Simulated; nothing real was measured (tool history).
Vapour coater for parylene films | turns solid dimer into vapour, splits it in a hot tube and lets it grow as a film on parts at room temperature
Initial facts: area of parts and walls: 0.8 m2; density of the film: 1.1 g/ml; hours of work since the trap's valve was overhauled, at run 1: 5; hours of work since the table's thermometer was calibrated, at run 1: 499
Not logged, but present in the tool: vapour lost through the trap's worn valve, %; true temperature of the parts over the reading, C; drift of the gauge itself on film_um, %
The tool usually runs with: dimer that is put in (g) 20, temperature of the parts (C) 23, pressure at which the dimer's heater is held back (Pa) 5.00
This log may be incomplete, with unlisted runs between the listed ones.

run,day,dimer that is put in (g),temperature of the parts (C),pressure at which the dimer's heater is held back (Pa),hours of work since the trap's valve was overhauled,hours of work since the table's thermometer was calibrated,thickness of the film (um)
1,0.000,20,23,5.00,5,499,16.49
2,1.038,20,23,3.72,17,511,16.95
3,1.733,20,25,3.72,26,520,15.79
4,2.679,20,23,5.00,37,531,16.52
5,3.233,20,23,5.00,43,537,16.52
6,4.162,20,23,5.00,54,548,16.46
7,4.971,25,23,5.00,64,558,20.65
8,5.492,25,23,5.00,70,564,20.85
9,5.992,25,23,5.00,76,570,20.63
10,6.600,25,23,5.00,83,577,20.68
11,7.121,25,23,5.00,89,583,20.69
12,7.838,20,23,5.00,98,592,16.63
13,8.342,20,23,5.00,104,597,16.63
14,8.779,20,23,5.00,109,603,16.55
15,9.267,20,23,5.00,114,608,16.42
16,9.804,20,23,2.72,121,615,17.19
17,10.796,20,32,5.00,132,626,12.66
18,11.700,20,23,6.88,143,637,16.17
19,12.196,20,23,6.88,149,643,16.18
20,12.662,20,23,6.88,154,648,16.23
21,13.233,20,23,5.00,161,655,16.47
22,14.117,20,23,5.21,172,666,16.43
23,14.958,20,23,5.21,182,676,16.61
24,15.533,20,23,5.00,188,682,16.48
25,16.100,20,23,5.00,195,689,16.60
26,17.025,13,18,5.00,206,700,12.61
27,17.971,32,28,5.00,217,711,22.85
28,18.762,32,28,11.96,226,720,21.39
29,19.629,19,28,2.53,237,731,14.19
30,20.567,11,15,5.69,248,742,11.50
31,21.633,11,17,4.83,260,754,11.03
32,22.371,31,16,4.28,269,763,32.04
33,22.879,21,24,2.38,275,769,17.70
34,23.858,16,22,2.79,287,780,14.23
35,24.317,16,22,2.79,292,786,14.14
36,24.888,20,29,8.23,299,793,13.43
37,25.721,13,20,5.00,308,802,11.89
38,26.688,28,23,5.51,320,814,23.05
39,27.254,9,23,9.36,327,820,7.11
40,27.892,12,23,6.11,334,828,9.82
41,28.467,24,28,3.22,341,835,17.62
42,28.942,15,20,5.36,346,840,13.54
43,29.733,15,20,5.36,356,850,13.41
44,30.746,15,24,6.85,368,862,11.85
45,31.296,31,23,2.37,374,868,27.15
46,31.854,11,28,2.69,381,875,8.21
47,32.571,15,23,5.00,389,883,12.47

Alternative continuations, all from the tool just after run 47; predict every row:
A,33.638,35,18,11.43,402,896,?
B,33.638,10,23,5.00,402,896,?
C,33.638,15,23,5.14,402,896,?

run,thickness of the film (um)
A,31.85
B,8.26
C,12.38
Had the tool no hidden state, the same runs would have come out as:
run,thickness of the film (um)
A,31.88
B,8.27
C,12.39

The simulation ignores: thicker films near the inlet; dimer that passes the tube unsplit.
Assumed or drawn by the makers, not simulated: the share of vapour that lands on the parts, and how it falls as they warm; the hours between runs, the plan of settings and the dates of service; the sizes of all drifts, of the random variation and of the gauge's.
